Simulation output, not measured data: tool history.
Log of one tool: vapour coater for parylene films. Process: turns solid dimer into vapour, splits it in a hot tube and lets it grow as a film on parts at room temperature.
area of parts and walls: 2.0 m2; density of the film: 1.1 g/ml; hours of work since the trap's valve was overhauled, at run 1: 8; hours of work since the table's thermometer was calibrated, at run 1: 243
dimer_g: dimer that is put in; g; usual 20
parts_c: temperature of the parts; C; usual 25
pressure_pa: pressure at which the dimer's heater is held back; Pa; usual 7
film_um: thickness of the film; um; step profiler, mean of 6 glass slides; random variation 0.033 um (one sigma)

run	day	dimer_g	parts_c	pressure_pa	hours of work since the trap's valve was overhauled	hours of work since the table's thermometer was calibrated	film_um
1	0	20	25	7	8	243	5.16
2	0.283	31	25	7	13	248	8.03
3	0.696	31	20	7	21	256	9.9
4	1.2	31	20	7	30	264	9.9
5	1.5	31	20	7	35	270	9.94
6	2.142	20	25	7	46	281	5.12
7	2.446	20	25	7	52	287	5.08
8	2.921	20	23	7	60	295	5.56
9	3.567	20	33	7	72	306	3.54
10	4.121	20	33	7	81	316	3.52
11	4.608	20	25	7	90	325	5.01
12	5.192	24	25	7	100	335	6.05
13	5.808	20	25	7	111	346	4.91
14	6.225	20	36	7	119	354	3.01
15	6.496	20	25	7	123	358	4.96
16	7.117	20	20	7	134	369	6.17
17	7.383	20	25	7	139	374	4.96
18	7.867	20	25	7	148	383	4.9
19	8.346	20	25	7	156	391	4.93
20	8.883	27	25	7	166	401	6.61
21	9.462	27	25	7	176	411	6.57
22	9.9	27	25	7	184	419	6.48
23	10.462	27	25	7	194	429	6.52
24	11.054	8	31	7	204	439	1.44
25	11.4	25	17	7	210	445	8.66
26	11.933	9	17	5.41	220	455	3.2
27	12.512	10	22	7	230	465	2.77
28	12.858	10	22	7	236	471	2.71
29	13.121	10	22	7	241	476	2.72
30	13.417	24	33	3.81	246	481	4.32
31	13.729	24	33	3.81	252	486	4.28
32	14.038	12	17	7	257	492	4
33	14.375	12	20	2.92	263	498	4
# day 14.642: trap's valve overhauled
34	14.883	9	36	8.43	4	504	1.38
35	15.338	9	36	5.37	12	512	1.51
36	15.788	9	36	5.37	20	520	1.5
37	16.083	12	25	7.56	26	525	3.05
38	16.488	14	28	7	33	532	3.18
39	16.879	34	21	8.78	40	539	10.08
40	17.321	20	25	5.71	48	547	5.27
41	17.704	9	20	9.32	54	554	2.76
42	17.988	8	25	7	59	559	2.04
43	18.604	8	25	7	70	570	2
44	19.021	12	25	5.49	78	577	3.15
45	19.542	12	25	5.49	87	586	3.11
46	19.95	19	26	7	94	594	4.51

Hidden state at the last listed run before each entry between runs and at the first one after, where it differs:
Between runs 33 and 34: trap's valve overhauled (day 14.642)
  vapour lost through the trap's worn valve, %: 10.2 -> 0.3
  measured less the result without the state, film_um: -0.43 -> +0 um
